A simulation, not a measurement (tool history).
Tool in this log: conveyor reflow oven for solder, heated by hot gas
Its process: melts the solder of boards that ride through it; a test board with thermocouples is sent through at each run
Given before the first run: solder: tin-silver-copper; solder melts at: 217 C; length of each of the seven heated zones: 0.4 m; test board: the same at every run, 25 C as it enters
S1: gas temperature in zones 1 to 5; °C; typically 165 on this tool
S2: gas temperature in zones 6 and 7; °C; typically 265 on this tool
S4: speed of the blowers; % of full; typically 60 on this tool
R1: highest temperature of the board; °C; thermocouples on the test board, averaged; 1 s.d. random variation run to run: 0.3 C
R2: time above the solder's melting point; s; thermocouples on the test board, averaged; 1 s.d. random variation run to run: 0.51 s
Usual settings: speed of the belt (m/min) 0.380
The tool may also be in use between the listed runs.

run 1 hour=0.0 | S1=165 S2=265 speed_of_the_belt_(m/min)=0.380 S4=60 | R1=254.5 R2=95.9
run 2 hour=10.7 | S1=165 S2=265 speed_of_the_belt_(m/min)=0.380 S4=60 | R1=254.9 R2=96.5
run 3 hour=22.8 | S1=165 S2=271 speed_of_the_belt_(m/min)=0.380 S4=60 | R1=260.6 R2=101.5
run 4 hour=33.1 | S1=158 S2=265 speed_of_the_belt_(m/min)=0.380 S4=60 | R1=254.2 R2=92.1
run 5 hour=42.3 | S1=165 S2=265 speed_of_the_belt_(m/min)=0.380 S4=60 | R1=255.1 R2=96.8
run 6 hour=52.0 | S1=165 S2=265 speed_of_the_belt_(m/min)=0.380 S4=60 | R1=255.1 R2=96.6
run 7 hour=63.2 | S1=165 S2=265 speed_of_the_belt_(m/min)=0.380 S4=60 | R1=255.1 R2=97.3
run 8 hour=74.5 | S1=165 S2=265 speed_of_the_belt_(m/min)=0.380 S4=60 | R1=255.7 R2=96.5
run 9 hour=81.3 | S1=165 S2=265 speed_of_the_belt_(m/min)=0.380 S4=60 | R1=255.1 R2=97.0
run 10 hour=93.1 | S1=165 S2=265 speed_of_the_belt_(m/min)=0.380 S4=60 | R1=255.2 R2=96.0
run 11 hour=99.9 | S1=165 S2=265 speed_of_the_belt_(m/min)=0.343 S4=57 | R1=257.5 R2=110.4
run 12 hour=107.0 | S1=167 S2=265 speed_of_the_belt_(m/min)=0.352 S4=66 | R1=258.2 R2=109.6
run 13 hour=118.3 | S1=167 S2=265 speed_of_the_belt_(m/min)=0.333 S4=66 | R1=260.4 R2=119.1
run 14 hour=125.5 | S1=163 S2=268 speed_of_the_belt_(m/min)=0.363 S4=76 | R1=261.3 R2=107.6
run 15 hour=137.7 | S1=163 S2=268 speed_of_the_belt_(m/min)=0.363 S4=76 | R1=261.6 R2=107.2
run 16 hour=148.3 | S1=163 S2=268 speed_of_the_belt_(m/min)=0.363 S4=55 | R1=257.9 R2=103.6
run 17 hour=156.1 | S1=163 S2=268 speed_of_the_belt_(m/min)=0.363 S4=55 | R1=258.3 R2=103.1
run 18 hour=164.9 | S1=154 S2=260 speed_of_the_belt_(m/min)=0.397 S4=86 | R1=251.4 R2=85.6

What if the next run were any one of these 3? Each begins from the tool's condition after run 18:
run A hour=170.8 | S1=163 S2=268 speed_of_the_belt_(m/min)=0.347 S4=60 | R1=? R2=?
run B hour=170.8 | S1=166 S2=270 speed_of_the_belt_(m/min)=0.397 S4=86 | R1=? R2=?
run C hour=170.8 | S1=165 S2=268 speed_of_the_belt_(m/min)=0.378 S4=60 | R1=? R2=?

run=A R1=260.8 R2=111.6
run=B R1=262.5 R2=100.1
run=C R1=258.5 R2=100.2
What these runs would have given with no unlogged condition in the tool:
run=A R1=260.2 R2=110.7
run=B R1=262.2 R2=99.7
run=C R1=258.0 R2=99.5

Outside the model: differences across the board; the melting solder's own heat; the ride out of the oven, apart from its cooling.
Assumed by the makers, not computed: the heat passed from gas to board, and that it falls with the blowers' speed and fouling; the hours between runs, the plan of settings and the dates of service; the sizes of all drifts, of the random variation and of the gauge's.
